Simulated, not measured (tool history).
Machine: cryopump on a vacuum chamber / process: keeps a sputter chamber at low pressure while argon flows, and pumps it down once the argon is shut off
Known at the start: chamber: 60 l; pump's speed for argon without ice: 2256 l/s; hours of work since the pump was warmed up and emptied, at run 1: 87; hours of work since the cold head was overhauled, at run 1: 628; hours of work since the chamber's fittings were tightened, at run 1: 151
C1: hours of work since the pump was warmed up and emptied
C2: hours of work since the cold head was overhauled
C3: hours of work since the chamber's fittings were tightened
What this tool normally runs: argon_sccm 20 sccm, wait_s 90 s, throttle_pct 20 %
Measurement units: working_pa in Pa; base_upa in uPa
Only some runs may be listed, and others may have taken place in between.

{"run": 1, "hour": 0.0, "argon_sccm": 20, "wait_s": 90, "throttle_pct": 20, "C1": 87, "C2": 628, "C3": 151, "working_pa": 0.076, "base_upa": 0.61}
{"run": 2, "hour": 17.9, "argon_sccm": 20, "wait_s": 90, "throttle_pct": 20, "C1": 98, "C2": 639, "C3": 162, "working_pa": 0.0768, "base_upa": 0.62}
{"run": 3, "hour": 45.1, "argon_sccm": 20, "wait_s": 90, "throttle_pct": 20, "C1": 115, "C2": 656, "C3": 179, "working_pa": 0.0758, "base_upa": 0.59}
{"run": 4, "hour": 72.0, "argon_sccm": 20, "wait_s": 90, "throttle_pct": 20, "C1": 132, "C2": 672, "C3": 195, "working_pa": 0.0757, "base_upa": 0.61}
{"run": 5, "hour": 86.2, "argon_sccm": 20, "wait_s": 90, "throttle_pct": 20, "C1": 140, "C2": 681, "C3": 204, "working_pa": 0.0765, "base_upa": 0.62}
{"run": 6, "hour": 103.6, "argon_sccm": 20, "wait_s": 90, "throttle_pct": 24, "C1": 151, "C2": 692, "C3": 215, "working_pa": 0.0641, "base_upa": 0.65}
{"run": 7, "hour": 122.7, "argon_sccm": 20, "wait_s": 90, "throttle_pct": 20, "C1": 163, "C2": 703, "C3": 226, "working_pa": 0.0763, "base_upa": 0.67}
{"run": 8, "hour": 147.6, "argon_sccm": 20, "wait_s": 90, "throttle_pct": 20, "C1": 178, "C2": 719, "C3": 242, "working_pa": 0.0772, "base_upa": 0.65}
{"run": 9, "hour": 168.0, "argon_sccm": 20, "wait_s": 90, "throttle_pct": 20, "C1": 191, "C2": 731, "C3": 254, "working_pa": 0.077, "base_upa": 0.65}
{"run": 10, "hour": 191.0, "argon_sccm": 20, "wait_s": 90, "throttle_pct": 20, "C1": 205, "C2": 745, "C3": 268, "working_pa": 0.0766, "base_upa": 0.66}
{"run": 11, "hour": 216.1, "argon_sccm": 20, "wait_s": 90, "throttle_pct": 20, "C1": 220, "C2": 761, "C3": 284, "working_pa": 0.077, "base_upa": 0.7}
{"run": 12, "hour": 244.0, "argon_sccm": 20, "wait_s": 152, "throttle_pct": 20, "C1": 237, "C2": 778, "C3": 301, "working_pa": 0.0779, "base_upa": 0.51}
{"run": 13, "hour": 258.3, "argon_sccm": 12, "wait_s": 90, "throttle_pct": 20, "C1": 246, "C2": 786, "C3": 310, "working_pa": 0.0466, "base_upa": 0.64}
{"run": 14, "hour": 286.9, "argon_sccm": 12, "wait_s": 90, "throttle_pct": 18, "C1": 263, "C2": 804, "C3": 327, "working_pa": 0.052, "base_upa": 0.73}
{"run": 15, "hour": 302.9, "argon_sccm": 20, "wait_s": 90, "throttle_pct": 18, "C1": 273, "C2": 814, "C3": 337, "working_pa": 0.0862, "base_upa": 0.71}
{"run": 16, "hour": 331.7, "argon_sccm": 20, "wait_s": 90, "throttle_pct": 18, "C1": 291, "C2": 831, "C3": 355, "working_pa": 0.087, "base_upa": 0.71}
{"run": 17, "hour": 354.7, "argon_sccm": 20, "wait_s": 90, "throttle_pct": 18, "C1": 305, "C2": 846, "C3": 369, "working_pa": 0.0865, "base_upa": 0.71}
{"run": 18, "hour": 379.8, "argon_sccm": 20, "wait_s": 90, "throttle_pct": 20, "C1": 320, "C2": 861, "C3": 384, "working_pa": 0.0801, "base_upa": 0.71}

The next listed run, before its measurement:
{"run": 19, "hour": 404.4, "argon_sccm": 22, "wait_s": 90, "throttle_pct": 20, "C1": 336, "C2": 876, "C3": 399, "working_pa": "?", "base_upa": "?"}

{"run 19": {"working_pa": 0.0857, "base_upa": 0.7}}
With the hidden condition absent and the run-to-run variation left alone, this run would have shown working_pa 0.0812 Pa, base_upa 0.48 uPa.
